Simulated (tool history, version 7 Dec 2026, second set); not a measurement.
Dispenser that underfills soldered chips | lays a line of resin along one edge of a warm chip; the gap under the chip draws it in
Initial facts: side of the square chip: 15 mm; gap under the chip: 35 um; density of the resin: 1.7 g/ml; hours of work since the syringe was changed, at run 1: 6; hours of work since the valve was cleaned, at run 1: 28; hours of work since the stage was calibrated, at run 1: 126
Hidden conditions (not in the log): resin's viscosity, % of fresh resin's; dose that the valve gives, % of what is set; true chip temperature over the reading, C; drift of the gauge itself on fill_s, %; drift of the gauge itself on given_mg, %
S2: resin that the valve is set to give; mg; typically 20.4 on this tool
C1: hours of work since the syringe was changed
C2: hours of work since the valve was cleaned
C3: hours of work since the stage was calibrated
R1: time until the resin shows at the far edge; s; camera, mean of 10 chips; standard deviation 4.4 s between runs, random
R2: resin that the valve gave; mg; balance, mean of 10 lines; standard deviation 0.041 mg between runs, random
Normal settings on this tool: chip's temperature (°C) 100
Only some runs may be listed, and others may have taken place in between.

run 1 day=0 | chip's_temperature_(°C)=100 S2=20.4 | C1=6 C2=28 C3=126 | R1=545.3 R2=20.08
-- day=0.138 new syringe of resin
run 2 day=0.262 | chip's_temperature_(°C)=100 S2=20.4 | C1=2 C2=32 C3=130 | R1=470 R2=19.89
run 3 day=0.462 | chip's_temperature_(°C)=100 S2=20.4 | C1=6 C2=36 C3=134 | R1=530.2 R2=19.93
-- day=0.638 new syringe of resin
run 4 day=0.729 | chip's_temperature_(°C)=100 S2=20.4 | C1=2 C2=40 C3=138 | R1=449.2 R2=19.81
-- day=0.829 dispensing valve cleaned and set on the balance
run 5 day=0.904 | chip's_temperature_(°C)=100 S2=20.4 | C1=4 C2=1 C3=141 | R1=502.3 R2=20.46
run 6 day=1.071 | chip's_temperature_(°C)=100 S2=20.4 | C1=7 C2=4 C3=144 | R1=545.5 R2=20.31
-- day=1.192 new syringe of resin
run 7 day=1.229 | chip's_temperature_(°C)=100 S2=20.4 | C1=1 C2=7 C3=146 | R1=439.9 R2=20.38
run 8 day=1.425 | chip's_temperature_(°C)=100 S2=20.4 | C1=4 C2=10 C3=150 | R1=504.5 R2=20.24
run 9 day=1.554 | chip's_temperature_(°C)=88 S2=20.4 | C1=6 C2=13 C3=152 | R1=912.1 R2=20.31
-- day=1.692 new syringe of resin
run 10 day=1.767 | chip's_temperature_(°C)=88 S2=20.4 | C1=1 C2=16 C3=155 | R1=787.9 R2=20.24
run 11 day=1.946 | chip's_temperature_(°C)=88 S2=20.4 | C1=5 C2=19 C3=159 | R1=874.6 R2=20.18
-- day=2.192 new syringe of resin
run 12 day=2.258 | chip's_temperature_(°C)=88 S2=20.4 | C1=1 C2=25 C3=164 | R1=749.8 R2=20.04
run 13 day=2.388 | chip's_temperature_(°C)=88 S2=20.4 | C1=3 C2=27 C3=166 | R1=809.7 R2=20.06
run 14 day=2.604 | chip's_temperature_(°C)=88 S2=20.4 | C1=7 C2=31 C3=170 | R1=943.3 R2=20.05
-- day=2.692 new syringe of resin
run 15 day=2.788 | chip's_temperature_(°C)=93 S2=22.1 | C1=2 C2=34 C3=173 | R1=615.9 R2=21.57
run 16 day=2.992 | chip's_temperature_(°C)=91 S2=21.2 | C1=5 C2=37 C3=177 | R1=773.5 R2=20.75
run 17 day=3.162 | chip's_temperature_(°C)=93 S2=21.2 | C1=8 C2=41 C3=180 | R1=762.4 R2=20.65
-- day=3.2 new syringe of resin
-- day=3.262 dispensing valve cleaned and set on the balance
run 18 day=3.433 | chip's_temperature_(°C)=93 S2=21.2 | C1=3 C2=3 C3=184 | R1=669.3 R2=21.06
run 19 day=3.667 | chip's_temperature_(°C)=87 S2=22.7 | C1=8 C2=7 C3=188 | R1=998.7 R2=22.51
-- day=3.754 new syringe of resin
run 20 day=3.883 | chip's_temperature_(°C)=87 S2=22.7 | C1=2 C2=11 C3=191 | R1=811.6 R2=22.46
run 21 day=4.025 | chip's_temperature_(°C)=92 S2=22.6 | C1=5 C2=13 C3=194 | R1=713.3 R2=22.33
run 22 day=4.2 | chip's_temperature_(°C)=91 S2=21.9 | C1=8 C2=16 C3=197 | R1=845.7 R2=21.55
-- day=4.254 new syringe of resin
run 23 day=4.417 | chip's_temperature_(°C)=103 S2=20.8 | C1=3 C2=20 C3=201 | R1=419.2 R2=20.45
run 24 day=4.7 | chip's_temperature_(°C)=103 S2=20.8 | C1=8 C2=25 C3=206 | R1=492.7 R2=20.42
-- day=4.767 new syringe of resin
run 25 day=4.954 | chip's_temperature_(°C)=103 S2=20.8 | C1=3 C2=29 C3=210 | R1=425.3 R2=20.33
run 26 day=5.138 | chip's_temperature_(°C)=110 S2=20.6 | C1=7 C2=33 C3=213 | R1=358.5 R2=20.03
-- day=5.271 new syringe of resin
run 27 day=5.429 | chip's_temperature_(°C)=103 S2=21 | C1=3 C2=38 C3=218 | R1=409.9 R2=20.36
run 28 day=5.6 | chip's_temperature_(°C)=104 S2=22.5 | C1=6 C2=41 C3=221 | R1=424.9 R2=21.77

Alternative continuations, all from the tool just after run 28; predict every row:
-- day=5.692 dispensing valve cleaned and set on the balance
-- day=5.808 new syringe of resin
run A day=5.879 | chip's_temperature_(°C)=86 S2=20.4 | C1=1 C2=3 C3=225 | R1=? R2=?
-- day=5.692 dispensing valve cleaned and set on the balance
-- day=5.808 new syringe of resin
run B day=5.879 | chip's_temperature_(°C)=89 S2=20.7 | C1=1 C2=3 C3=225 | R1=? R2=?
-- day=5.692 dispensing valve cleaned and set on the balance
-- day=5.808 new syringe of resin
run C day=5.879 | chip's_temperature_(°C)=104 S2=18.8 | C1=1 C2=3 C3=225 | R1=? R2=?

run=A R1=842 R2=20.4
run=B R1=720.2 R2=20.6
run=C R1=381.2 R2=18.67
With the hidden condition removed and each run's random variation left untouched, the same runs would have given:
run=A R1=845.4 R2=20.46
run=B R1=722.6 R2=20.65
run=C R1=380.9 R2=18.72
